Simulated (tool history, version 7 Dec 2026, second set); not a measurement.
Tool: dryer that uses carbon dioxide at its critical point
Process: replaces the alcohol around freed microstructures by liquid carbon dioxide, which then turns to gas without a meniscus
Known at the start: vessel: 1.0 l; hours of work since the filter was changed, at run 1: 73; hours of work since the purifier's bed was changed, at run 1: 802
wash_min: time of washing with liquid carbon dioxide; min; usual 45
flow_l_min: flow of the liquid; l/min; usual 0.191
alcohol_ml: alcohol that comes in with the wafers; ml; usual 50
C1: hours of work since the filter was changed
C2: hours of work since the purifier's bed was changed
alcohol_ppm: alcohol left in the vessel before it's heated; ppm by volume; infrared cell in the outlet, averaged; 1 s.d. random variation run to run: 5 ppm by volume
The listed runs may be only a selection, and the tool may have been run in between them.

Run 1, hour 0.0: usual settings; C1 73; C2 802. Result: alcohol_ppm 180 ppm by volume.
Run 2, hour 18.3: usual settings; C1 84; C2 813. Result: alcohol_ppm 186 ppm by volume.
Run 3, hour 57.9: usual settings; C1 108; C2 837. Result: alcohol_ppm 192 ppm by volume.
Run 4, hour 92.4: usual settings; C1 129; C2 858. Result: alcohol_ppm 190 ppm by volume.
Run 5, hour 117.9: usual settings but alcohol_ml 94 ml; C1 144; C2 874. Result: alcohol_ppm 223 ppm by volume.
Run 6, hour 144.2: usual settings but wash_min 58 min; C1 160; C2 889. Result: alcohol_ppm 177 ppm by volume.
Run 7, hour 174.2: usual settings; C1 178; C2 908. Result: alcohol_ppm 206 ppm by volume.
Run 8, hour 194.1: usual settings; C1 190; C2 920. Result: alcohol_ppm 209 ppm by volume.
Run 9, hour 223.9: usual settings; C1 208; C2 938. Result: alcohol_ppm 210 ppm by volume.
Run 10, hour 247.8: usual settings but wash_min 54 min, flow_l_min 0.171 l/min, alcohol_ml 36 ml; C1 223; C2 952. Result: alcohol_ppm 192 ppm by volume.
Run 11, hour 284.8: usual settings but wash_min 68 min, flow_l_min 0.223 l/min, alcohol_ml 67 ml; C1 245; C2 975. Result: alcohol_ppm 183 ppm by volume.
Run 12, hour 313.3: usual settings but wash_min 38 min; C1 263; C2 992. Result: alcohol_ppm 298 ppm by volume.
Run 13, hour 347.9: usual settings but flow_l_min 0.172 l/min, alcohol_ml 20 ml; C1 284; C2 1013. Result: alcohol_ppm 222 ppm by volume.
Run 14, hour 389.2: usual settings but wash_min 47 min, flow_l_min 0.189 l/min, alcohol_ml 20 ml; C1 309; C2 1038. Result: alcohol_ppm 198 ppm by volume.
Run 15, hour 423.1: usual settings but wash_min 27 min, flow_l_min 0.216 l/min, alcohol_ml 20 ml; C1 329; C2 1058. Result: alcohol_ppm 354 ppm by volume.
Run 16, hour 441.1: usual settings but alcohol_ml 77 ml; C1 340; C2 1069. Result: alcohol_ppm 264 ppm by volume.
Run 17, hour 473.7: usual settings but alcohol_ml 77 ml; C1 360; C2 1089. Result: alcohol_ppm 269 ppm by volume.
Run 18, hour 506.0: usual settings but alcohol_ml 77 ml; C1 379; C2 1108. Result: alcohol_ppm 262 ppm by volume.

A few steps of alcohol_ppm between consecutive runs. Split each: what settings, incoming material and random variation would produce without the hidden state, and what is left over for the hidden state, along with gauge scatter present in only one of the two compared results (measured, and without hidden state):
Hidden state present: flow that reaches the vessel past the clogged filter, %; alcohol in the recycled carbon dioxide, ppm; drift of the gauge itself on alcohol_ppm, %.
Run 14 -> 15: wash_min 47 -> 27, flow_l_min 0.189 -> 0.216. alcohol_ppm +156 ppm by volume: hidden state +35, all else +121.
